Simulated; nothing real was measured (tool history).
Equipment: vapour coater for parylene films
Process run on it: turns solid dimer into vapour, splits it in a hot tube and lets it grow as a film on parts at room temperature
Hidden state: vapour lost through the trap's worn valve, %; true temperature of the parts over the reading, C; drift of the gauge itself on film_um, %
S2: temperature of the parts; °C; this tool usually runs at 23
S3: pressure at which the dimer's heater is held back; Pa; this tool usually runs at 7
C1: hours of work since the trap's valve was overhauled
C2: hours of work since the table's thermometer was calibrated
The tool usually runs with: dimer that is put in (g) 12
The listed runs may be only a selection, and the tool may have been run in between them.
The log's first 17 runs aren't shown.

Run 18, hour 304: usual settings; C1 354; C2 444. Result: thickness of the film (nm) 1830.
At hour 330.2: trap's valve overhauled.
Run 19, hour 330.9: usual settings; C1 1; C2 460. Result: thickness of the film (nm) 2130.
Run 20, hour 349.1: usual settings; C1 13; C2 472. Result: thickness of the film (nm) 2070.
Run 21, hour 362.3: usual settings; C1 22; C2 481. Result: thickness of the film (nm) 2080.
Run 22, hour 386.7: usual settings; C1 38; C2 498. Result: thickness of the film (nm) 2100.
Run 23, hour 413.1: usual settings; C1 56; C2 515. Result: thickness of the film (nm) 2030.
Run 24, hour 431.7: usual settings; C1 69; C2 528. Result: thickness of the film (nm) 2060.
Run 25, hour 452: usual settings but dimer that is put in (g) 10, S3 5.19 Pa; C1 82; C2 542. Result: thickness of the film (nm) 1820.
Run 26, hour 478.3: usual settings but dimer that is put in (g) 10, S3 5.19 Pa; C1 100; C2 559. Result: thickness of the film (nm) 1780.
Run 27, hour 499.7: usual settings but dimer that is put in (g) 8, S2 21 °C, S3 5.19 Pa; C1 114; C2 574. Result: thickness of the film (nm) 1510.
Run 28, hour 512.6: usual settings but dimer that is put in (g) 8, S2 21 °C, S3 9.49 Pa; C1 123; C2 583. Result: thickness of the film (nm) 1360.
Run 29, hour 532.3: usual settings but dimer that is put in (g) 16, S2 29 °C, S3 11.87 Pa; C1 136; C2 596. Result: thickness of the film (nm) 2020.
Run 30, hour 554.6: usual settings but dimer that is put in (g) 16, S2 29 °C, S3 11.87 Pa; C1 152; C2 611. Result: thickness of the film (nm) 1960.
Run 31, hour 579.9: usual settings but dimer that is put in (g) 16, S3 4.17 Pa; C1 169; C2 628. Result: thickness of the film (nm) 2840.
Run 32, hour 602.7: usual settings but dimer that is put in (g) 9, S2 16 °C, S3 2.33 Pa; C1 184; C2 643. Result: thickness of the film (nm) 2220.
Run 33, hour 620.7: usual settings but dimer that is put in (g) 8, S2 22 °C, S3 7.84 Pa; C1 196; C2 656. Result: thickness of the film (nm) 1300.
Run 34, hour 642.8: usual settings but dimer that is put in (g) 8, S2 25 °C, S3 7.84 Pa; C1 211; C2 670. Result: thickness of the film (nm) 1180.
Run 35, hour 657.5: usual settings but dimer that is put in (g) 7, S2 27 °C, S3 4.94 Pa; C1 221; C2 680. Result: thickness of the film (nm) 1030.

Run 36, settings as shown, results not yet in. Your forecast:
Run 36, hour 676.8: usual settings but dimer that is put in (g) 17, S2 22 °C, S3 4.65 Pa; C1 234; C2 693. Result: thickness of the film (nm) ?.

thickness of the film (nm): 2990
Were there no unlogged condition in the tool, this run, its random variation unchanged, would have produced thickness of the film (nm) 3410.
